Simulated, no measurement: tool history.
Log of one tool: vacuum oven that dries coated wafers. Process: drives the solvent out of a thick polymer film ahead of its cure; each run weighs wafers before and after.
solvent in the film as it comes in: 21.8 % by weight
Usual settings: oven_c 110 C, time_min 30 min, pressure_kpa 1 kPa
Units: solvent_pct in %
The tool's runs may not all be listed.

run	hour	oven_c	time_min	pressure_kpa	solvent_pct
1	0	110	30	1	2.04
2	40.8	110	30	1	2.07
3	78.3	110	30	1	2.17
4	105.9	110	30	1	2.04
5	139.2	110	30	1	2.06
6	171.8	110	30	1	2.11
7	202.3	110	30	1.15	2.26
8	260.8	110	30	1.15	2.18
9	317.5	110	30	1.15	2.22
10	366.8	110	30	1	2.1
11	420.1	110	30	1	2.14
12	471.9	110	28	1	2.57
13	497.4	110	30	1	2.21
14	528.4	110	30	1	2.32
15	563	113	30	1	1.54
16	621.1	113	30	1	1.65
17	677	113	30	1	1.58
18	728.2	113	30	1	1.55
19	787.7	110	16	1	5.68
20	847	98	30	1	5.99
21	885	98	30	1	5.93
22	914.4	98	30	1	5.89
23	946.6	98	30	1	5.96
24	994.9	101	30	2.16	5.59
25	1045.1	101	30	2.79	5.76
26	1073.5	121	26	1	0.92
27	1117.6	99	18	0.58	8.33
28	1168.7	96	15	3.6	11.85
29	1221.2	96	15	3.6	11.68
30	1259.3	117	27	1	1.38
31	1289.3	117	27	1	1.46
32	1328.8	117	27	0.66	1.29
# hour 1334.7: oven's thermocouples calibrated
33	1355.6	117	27	0.66	0.93
34	1405	108	27	0.79	2.56
35	1438	108	27	0.79	2.6
36	1483.2	104	33	1.15	2.97
37	1525.7	110	30	1	1.96
38	1579.2	110	30	0.72	1.83
39	1612.1	124	21	1.22	0.96
40	1646.8	122	34	3.58	1.3
41	1685.4	110	20	1	3.85
42	1725.6	110	20	1	3.75
43	1772	110	20	1	3.76
44	1796.9	97	40	2.7	5.22
45	1843.3	107	23	0.88	3.88
46	1885	110	16	1	5.13

Hidden state or all else? Some run-to-run changes of solvent_pct, split into what the settings, what came in and random variation would give without the hidden state, and what is left for the hidden state (with any gauge scatter that isn't in both results):
The hidden state here: true wafer temperature over the reading, C; true pressure over the reading, kPa; drift of the gauge itself on solvent_pct, %.
Run 25 -> 26: oven_c 101 -> 121, time_min 30 -> 26, pressure_kpa 2.79 -> 1. solvent_pct -4.84 %: hidden state -0.47, all else -4.37.
Run 26 -> 27: oven_c 121 -> 99, time_min 26 -> 18, pressure_kpa 1 -> 0.58. solvent_pct +7.41 %: hidden state +0.49, all else +6.92.
Run 29 -> 30: oven_c 96 -> 117, time_min 15 -> 27, pressure_kpa 3.6 -> 1. solvent_pct -10.3 %: hidden state -0.37, all else -9.93.

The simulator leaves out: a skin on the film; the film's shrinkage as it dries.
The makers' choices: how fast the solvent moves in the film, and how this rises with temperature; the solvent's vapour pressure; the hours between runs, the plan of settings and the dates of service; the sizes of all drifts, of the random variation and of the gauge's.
